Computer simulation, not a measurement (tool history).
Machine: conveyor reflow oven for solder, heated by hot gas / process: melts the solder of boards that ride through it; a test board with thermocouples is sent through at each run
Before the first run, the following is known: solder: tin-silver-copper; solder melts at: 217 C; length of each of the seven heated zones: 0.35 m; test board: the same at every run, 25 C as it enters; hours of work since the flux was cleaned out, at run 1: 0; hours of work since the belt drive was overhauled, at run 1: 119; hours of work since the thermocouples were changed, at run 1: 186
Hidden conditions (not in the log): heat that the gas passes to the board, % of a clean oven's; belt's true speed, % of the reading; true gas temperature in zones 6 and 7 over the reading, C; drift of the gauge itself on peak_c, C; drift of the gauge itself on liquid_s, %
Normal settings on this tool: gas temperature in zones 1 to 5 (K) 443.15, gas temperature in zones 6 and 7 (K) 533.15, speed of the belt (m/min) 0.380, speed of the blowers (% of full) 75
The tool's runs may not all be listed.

| run | hour | gas temperature in zones 1 to 5 (K) | gas temperature in zones 6 and 7 (K) | speed of the belt (m/min) | speed of the blowers (% of full) | hours of work since the flux was cleaned out | hours of work since the belt drive was overhauled | hours of work since the thermocouples were changed | highest temperature of the board (K) | time above the solder's melting point (s) |
|---|---|---|---|---|---|---|---|---|---|---|
| 1 | 0.0 | 443.15 | 533.15 | 0.380 | 75 | 0 | 119 | 186 | 522.65 | 80.5 |
| 2 | 5.2 | 443.15 | 533.15 | 0.380 | 75 | 3 | 122 | 189 | 522.55 | 80.5 |
| 3 | 12.2 | 432.15 | 533.15 | 0.380 | 75 | 7 | 126 | 193 | 521.35 | 74.6 |
| 4 | 17.2 | 432.15 | 533.15 | 0.380 | 75 | 11 | 129 | 197 | 521.05 | 73.7 |
| 5 | 28.6 | 443.15 | 533.15 | 0.380 | 75 | 18 | 136 | 204 | 522.35 | 80.9 |
| 6 | 38.6 | 443.15 | 533.15 | 0.380 | 75 | 24 | 142 | 210 | 522.55 | 80.1 |
|  | 43.6 | belt drive overhauled, speed set with a stopwatch |
| 7 | 48.3 | 456.15 | 533.15 | 0.380 | 75 | 27 | 3 | 213 | 524.05 | 90.0 |
| 8 | 56.4 | 436.15 | 533.15 | 0.380 | 75 | 32 | 8 | 218 | 521.65 | 76.4 |
| 9 | 64.0 | 436.15 | 533.15 | 0.380 | 75 | 37 | 13 | 223 | 521.45 | 77.8 |
|  | 73.2 | belt drive overhauled, speed set with a stopwatch, once more |
| 10 | 78.1 | 436.15 | 533.15 | 0.380 | 75 | 43 | 3 | 229 | 521.25 | 76.5 |
| 11 | 90.4 | 443.15 | 537.15 | 0.380 | 75 | 51 | 11 | 237 | 526.05 | 84.6 |
| 12 | 101.9 | 443.15 | 545.15 | 0.380 | 81 | 58 | 18 | 244 | 534.05 | 90.5 |
| 13 | 109.9 | 433.15 | 533.15 | 0.380 | 75 | 63 | 23 | 249 | 520.95 | 73.5 |
| 14 | 117.5 | 437.15 | 533.15 | 0.318 | 71 | 67 | 27 | 253 | 525.05 | 97.9 |
| 15 | 122.8 | 443.15 | 533.15 | 0.380 | 61 | 70 | 30 | 256 | 520.55 | 76.7 |
| 16 | 132.7 | 440.15 | 528.15 | 0.380 | 61 | 76 | 36 | 262 | 515.45 | 70.6 |
| 17 | 141.2 | 440.15 | 528.15 | 0.380 | 61 | 82 | 42 | 268 | 515.35 | 70.3 |
| 18 | 149.2 | 449.15 | 533.15 | 0.348 | 71 | 87 | 47 | 273 | 524.35 | 93.5 |
| 19 | 155.8 | 452.15 | 528.15 | 0.350 | 61 | 91 | 51 | 277 | 518.85 | 89.1 |
| 20 | 165.3 | 452.15 | 536.15 | 0.350 | 78 | 97 | 56 | 282 | 527.55 | 98.3 |

What if the next run were any one of these 4? Each begins from the tool's condition after run 20:
| A | 176.1 | 445.15 | 533.15 | 0.380 | 75 | 103 | 63 | 289 | ? | ? |
| B | 176.1 | 443.15 | 533.15 | 0.364 | 61 | 103 | 63 | 289 | ? | ? |
| C | 176.1 | 443.15 | 533.15 | 0.380 | 86 | 103 | 63 | 289 | ? | ? |
| D | 176.1 | 429.15 | 536.15 | 0.325 | 78 | 103 | 63 | 289 | ? | ? |

| run | highest temperature of the board (K) | time above the solder's melting point (s) |
|---|---|---|
| A | 522.35 | 80.5 |
| B | 521.55 | 82.8 |
| C | 523.05 | 82.4 |
| D | 527.35 | 94.7 |
Stripped of hidden state, with their random variation kept, the same runs would have yielded:
| run | highest temperature of the board (K) | time above the solder's melting point (s) |
|---|---|---|
| A | 522.85 | 80.8 |
| B | 522.05 | 83.1 |
| C | 523.55 | 82.7 |
| D | 527.85 | 95.0 |
